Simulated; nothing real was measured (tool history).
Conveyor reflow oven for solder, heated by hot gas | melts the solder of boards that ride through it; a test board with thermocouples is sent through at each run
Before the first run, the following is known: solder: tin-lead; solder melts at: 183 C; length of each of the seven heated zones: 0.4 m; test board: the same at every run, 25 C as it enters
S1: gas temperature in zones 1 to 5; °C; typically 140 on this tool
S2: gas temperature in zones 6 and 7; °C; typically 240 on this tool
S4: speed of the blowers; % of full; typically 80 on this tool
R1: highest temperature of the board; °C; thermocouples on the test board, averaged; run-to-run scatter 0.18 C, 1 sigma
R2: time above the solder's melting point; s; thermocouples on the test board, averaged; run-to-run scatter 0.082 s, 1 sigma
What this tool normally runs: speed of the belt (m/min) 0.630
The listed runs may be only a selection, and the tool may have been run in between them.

Run 1, day 0.000: usual settings. Result: R1 222.8 °C, R2 61.42 s.
Run 2, day 0.592: usual settings. Result: R1 222.3 °C, R2 61.52 s.
Run 3, day 0.962: usual settings but S2 231 °C. Result: R1 214.6 °C, R2 55.88 s.
Run 4, day 1.350: usual settings but S2 231 °C. Result: R1 214.4 °C, R2 55.86 s.
Run 5, day 1.842: usual settings but S2 231 °C. Result: R1 214.1 °C, R2 55.73 s.
Run 6, day 2.317: usual settings but S1 149 °C, S2 231 °C. Result: R1 216.2 °C, R2 60.73 s.
Run 7, day 2.783: usual settings but S1 149 °C, S2 231 °C. Result: R1 216.0 °C, R2 60.49 s.
Run 8, day 3.325: usual settings but S1 149 °C, S2 231 °C. Result: R1 216.1 °C, R2 60.65 s.
At day 3.533: belt drive overhauled, speed set with a stopwatch.
Run 9, day 3.975: usual settings. Result: R1 222.6 °C, R2 61.49 s.
Run 10, day 4.492: usual settings. Result: R1 222.5 °C, R2 61.32 s.
At day 5.112: belt drive overhauled, speed set with a stopwatch, once more.
Run 11, day 5.267: usual settings but S2 248 °C. Result: R1 229.1 °C, R2 65.17 s.
Run 12, day 5.733: usual settings but S1 126 °C, S2 235 °C, speed of the belt (m/min) 0.512. Result: R1 221.9 °C, R2 71.01 s.
Run 13, day 6.300: usual settings but S1 126 °C, S2 235 °C, speed of the belt (m/min) 0.512. Result: R1 221.6 °C, R2 70.94 s.
Run 14, day 6.654: usual settings but S1 126 °C, S2 235 °C, speed of the belt (m/min) 0.512. Result: R1 221.7 °C, R2 70.90 s.
Run 15, day 7.196: usual settings but S1 126 °C, S2 235 °C, speed of the belt (m/min) 0.512. Result: R1 222.0 °C, R2 70.87 s.
Run 16, day 7.550: usual settings but S1 137 °C, S2 246 °C, speed of the belt (m/min) 0.569, S4 66 % of full. Result: R1 227.4 °C, R2 70.45 s.
Run 17, day 8.092: usual settings but S2 243 °C, speed of the belt (m/min) 0.616. Result: R1 225.2 °C, R2 64.63 s.
Run 18, day 8.483: usual settings but S1 155 °C, S4 77 % of full. Result: R1 224.3 °C, R2 68.27 s.
Run 19, day 8.975: usual settings but S1 155 °C, S4 77 % of full. Result: R1 224.0 °C, R2 68.35 s.
Run 20, day 9.342: usual settings but S1 155 °C, S2 242 °C, S4 68 % of full. Result: R1 224.3 °C, R2 68.22 s.
Run 21, day 9.833: usual settings but S1 155 °C, S2 242 °C, S4 68 % of full. Result: R1 224.6 °C, R2 68.41 s.

Some steps in R1, run to run, broken into two amounts with sign: the step expected even without the hidden condition (settings, incoming material, random variation), and the rest, left for the hidden condition together with whatever gauge scatter is not in both the measured and the hidden-condition-free result:
Hidden conditions of the tool in this case: heat that the gas passes to the board, % of a clean oven's; belt's true speed, % of the reading; true gas temperature in zones 6 and 7 over the reading, C; drift of the gauge itself on peak_c, C; drift of the gauge itself on liquid_s, %.
Run 2 -> 3: S2 240 -> 231. R1 -7.7 °C: hidden state +0.1, all else -7.8.
Run 10 -> 11: S2 240 -> 248, belt drive overhauled, speed set with a stopwatch, once more. R1 +6.6 °C: hidden state -0.3, all else +6.9.
Run 11 -> 12: S1 140 -> 126, S2 248 -> 235, speed of the belt (m/min) 0.630 -> 0.512. R1 -7.2 °C: hidden state +0.3, all else -7.5.

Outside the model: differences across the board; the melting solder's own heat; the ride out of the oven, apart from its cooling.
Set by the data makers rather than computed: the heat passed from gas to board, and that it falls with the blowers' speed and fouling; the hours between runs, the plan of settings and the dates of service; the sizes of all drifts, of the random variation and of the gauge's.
